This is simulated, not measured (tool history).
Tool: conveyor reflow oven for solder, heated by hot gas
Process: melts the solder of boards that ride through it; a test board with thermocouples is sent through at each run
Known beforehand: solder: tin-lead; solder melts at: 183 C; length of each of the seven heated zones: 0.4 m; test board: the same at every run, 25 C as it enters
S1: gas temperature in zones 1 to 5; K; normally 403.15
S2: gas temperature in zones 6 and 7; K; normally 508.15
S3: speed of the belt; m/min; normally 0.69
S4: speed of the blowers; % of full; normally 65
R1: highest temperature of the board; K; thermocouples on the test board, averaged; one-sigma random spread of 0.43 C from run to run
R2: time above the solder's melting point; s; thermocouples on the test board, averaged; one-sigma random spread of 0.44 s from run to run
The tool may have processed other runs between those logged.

run 1 hour=0 | S1=403.15 S2=508.15 S3=0.69 S4=65 | R1=478.65 R2=37.9
run 2 hour=7.6 | S1=403.15 S2=508.15 S3=0.69 S4=65 | R1=477.85 R2=37.4
run 3 hour=12.5 | S1=403.15 S2=508.15 S3=0.69 S4=65 | R1=479.35 R2=37.2
run 4 hour=19.3 | S1=403.15 S2=508.15 S3=0.69 S4=65 | R1=478.85 R2=37.8
run 5 hour=25.7 | S1=403.15 S2=508.15 S3=0.69 S4=65 | R1=479.05 R2=37.2
run 6 hour=30.3 | S1=403.15 S2=505.15 S3=0.69 S4=65 | R1=476.35 R2=34.9
run 7 hour=36.3 | S1=403.15 S2=508.15 S3=0.69 S4=65 | R1=478.15 R2=36.9
run 8 hour=45.4 | S1=416.15 S2=508.15 S3=0.69 S4=65 | R1=481.95 R2=44.8
-- hour=51.3 flux residue cleaned out of gas plates and filters
run 9 hour=61.1 | S1=416.15 S2=498.15 S3=0.605 S4=80 | R1=480.15 R2=51.2
run 10 hour=72 | S1=390.15 S2=517.15 S3=0.69 S4=72 | R1=481.65 R2=38.6
-- hour=82.1 flux residue cleaned out of gas plates and filters, once more
run 11 hour=84.2 | S1=390.15 S2=517.15 S3=0.69 S4=72 | R1=487.25 R2=42.9
run 12 hour=89.8 | S1=390.15 S2=517.15 S3=0.69 S4=72 | R1=486.85 R2=43.7
run 13 hour=100.5 | S1=403.15 S2=508.15 S3=0.69 S4=65 | R1=480.25 R2=40.4

Below are 5 alternative next runs, each starting from the tool's condition after run 13. Predict each:
run A hour=111.2 | S1=418.15 S2=508.15 S3=0.69 S4=65 | R1=? R2=?
run B hour=111.2 | S1=398.15 S2=507.15 S3=0.69 S4=71 | R1=? R2=?
run C hour=111.2 | S1=403.15 S2=508.15 S3=0.595 S4=65 | R1=? R2=?
run D hour=111.2 | S1=403.15 S2=508.15 S3=0.807 S4=64 | R1=? R2=?
run E hour=111.2 | S1=398.15 S2=508.15 S3=0.814 S4=65 | R1=? R2=?

run=A R1=484.15 R2=48.4
run=B R1=480.35 R2=39.4
run=C R1=485.85 R2=53.2
run=D R1=473.25 R2=26.5
run=E R1=471.55 R2=23.6
Without the tool's unlogged condition, the same runs would have read:
run=A R1=486.25 R2=50.1
run=B R1=482.55 R2=41.4
run=C R1=488.05 R2=55.2
run=D R1=475.25 R2=28.5
run=E R1=473.55 R2=25.7

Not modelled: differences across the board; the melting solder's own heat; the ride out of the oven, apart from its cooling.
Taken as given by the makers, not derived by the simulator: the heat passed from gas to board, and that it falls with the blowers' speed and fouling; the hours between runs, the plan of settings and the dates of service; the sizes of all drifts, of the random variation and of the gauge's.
